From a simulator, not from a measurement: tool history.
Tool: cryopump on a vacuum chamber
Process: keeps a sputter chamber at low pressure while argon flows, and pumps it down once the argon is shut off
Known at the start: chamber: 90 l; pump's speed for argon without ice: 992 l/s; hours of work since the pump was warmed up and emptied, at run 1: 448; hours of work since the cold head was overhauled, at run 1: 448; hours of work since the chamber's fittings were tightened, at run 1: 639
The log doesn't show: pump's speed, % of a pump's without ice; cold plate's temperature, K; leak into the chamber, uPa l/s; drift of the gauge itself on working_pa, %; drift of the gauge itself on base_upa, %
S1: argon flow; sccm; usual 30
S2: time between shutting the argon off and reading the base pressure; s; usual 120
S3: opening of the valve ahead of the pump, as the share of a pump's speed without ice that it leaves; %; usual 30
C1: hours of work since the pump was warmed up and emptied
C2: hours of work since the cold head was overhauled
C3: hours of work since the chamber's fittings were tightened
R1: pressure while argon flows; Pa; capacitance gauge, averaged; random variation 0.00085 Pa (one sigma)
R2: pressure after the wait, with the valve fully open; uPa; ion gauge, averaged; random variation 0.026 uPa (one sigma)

run 1 hour=0 | S1=30 S2=120 S3=30 | C1=448 C2=448 C3=639 | R1=0.1898 R2=2.02
run 2 hour=16.8 | S1=30 S2=120 S3=30 | C1=461 C2=461 C3=652 | R1=0.1885 R2=2.1
run 3 hour=42.9 | S1=30 S2=120 S3=30 | C1=481 C2=481 C3=672 | R1=0.189 R2=2.17
run 4 hour=66.2 | S1=30 S2=32 S3=30 | C1=498 C2=498 C3=690 | R1=0.1917 R2=4.32
run 5 hour=95.7 | S1=30 S2=120 S3=30 | C1=521 C2=521 C3=712 | R1=0.1923 R2=2.24
run 6 hour=122.6 | S1=30 S2=120 S3=30 | C1=542 C2=542 C3=733 | R1=0.1924 R2=2.27
run 7 hour=150.7 | S1=30 S2=90 S3=30 | C1=563 C2=563 C3=754 | R1=0.1942 R2=2.63
run 8 hour=175.7 | S1=30 S2=120 S3=30 | C1=582 C2=582 C3=773 | R1=0.196 R2=2.39
run 9 hour=191.8 | S1=30 S2=120 S3=30 | C1=594 C2=594 C3=786 | R1=0.1969 R2=2.45
-- hour=212.9 pump warmed up, emptied and cooled again
run 10 hour=212.9 | S1=30 S2=120 S3=30 | C1=0 C2=607 C3=798 | R1=0.1721 R2=1.89
run 11 hour=247.8 | S1=30 S2=120 S3=30 | C1=27 C2=633 C3=825 | R1=0.1726 R2=1.97
run 12 hour=263.4 | S1=46 S2=120 S3=30 | C1=39 C2=645 C3=837 | R1=0.2645 R2=1.98
run 13 hour=293.9 | S1=30 S2=120 S3=34 | C1=62 C2=669 C3=860 | R1=0.154 R2=2.03
run 14 hour=315.6 | S1=30 S2=120 S3=34 | C1=79 C2=685 C3=876 | R1=0.1535 R2=2.07
run 15 hour=351.9 | S1=26 S2=57 S3=45 | C1=106 C2=713 C3=904 | R1=0.1028 R2=2.94
run 16 hour=367.7 | S1=14 S2=57 S3=47 | C1=118 C2=725 C3=916 | R1=0.0531 R2=2.98
run 17 hour=396 | S1=14 S2=57 S3=47 | C1=140 C2=747 C3=938 | R1=0.0531 R2=2.94
run 18 hour=431.5 | S1=16 S2=87 S3=18 | C1=167 C2=774 C3=965 | R1=0.155 R2=2.54
run 19 hour=465.6 | S1=28 S2=120 S3=30 | C1=193 C2=800 C3=991 | R1=0.1659 R2=2.36
run 20 hour=499.3 | S1=28 S2=120 S3=30 | C1=219 C2=826 C3=1017 | R1=0.1657 R2=2.28
run 21 hour=521.5 | S1=28 S2=120 S3=30 | C1=236 C2=843 C3=1034 | R1=0.1671 R2=2.31
run 22 hour=542.3 | S1=17 S2=29 S3=33 | C1=252 C2=859 C3=1050 | R1=0.0937 R2=5.03
run 23 hour=566.7 | S1=17 S2=29 S3=33 | C1=271 C2=877 C3=1068 | R1=0.0933 R2=4.95
run 24 hour=603.1 | S1=30 S2=269 S3=23 | C1=298 C2=905 C3=1096 | R1=0.2334 R2=2.06
run 25 hour=628.2 | S1=30 S2=269 S3=23 | C1=318 C2=924 C3=1116 | R1=0.2346 R2=2.11
run 26 hour=653 | S1=28 S2=113 S3=19 | C1=337 C2=943 C3=1134 | R1=0.264 R2=2.71
run 27 hour=670.4 | S1=43 S2=264 S3=53 | C1=350 C2=957 C3=1148 | R1=0.1563 R2=2.26
run 28 hour=692.1 | S1=43 S2=264 S3=53 | C1=366 C2=973 C3=1164 | R1=0.159 R2=2.33

5 ways to go on from here, each from the tool as it stands after run 28. What would each give?
run A hour=719.8 | S1=30 S2=291 S3=30 | C1=388 C2=994 C3=1186 | R1=? R2=?
run B hour=719.8 | S1=29 S2=31 S3=28 | C1=388 C2=994 C3=1186 | R1=? R2=?
run C hour=719.8 | S1=30 S2=60 S3=46 | C1=388 C2=994 C3=1186 | R1=? R2=?
run D hour=719.8 | S1=31 S2=22 S3=59 | C1=388 C2=994 C3=1186 | R1=? R2=?
run E hour=719.8 | S1=25 S2=120 S3=30 | C1=388 C2=994 C3=1186 | R1=? R2=?

run=A R1=0.1863 R2=2.32
run=B R1=0.1925 R2=5
run=C R1=0.1262 R2=3.56
run=D R1=0.1061 R2=6.19
run=E R1=0.1546 R2=2.72
Without the tool's hidden state the same runs would have given:
run=A R1=0.171 R2=0.65
run=B R1=0.1777 R2=3.35
run=C R1=0.111 R2=1.91
run=D R1=0.0904 R2=4.58
run=E R1=0.1418 R2=1.09
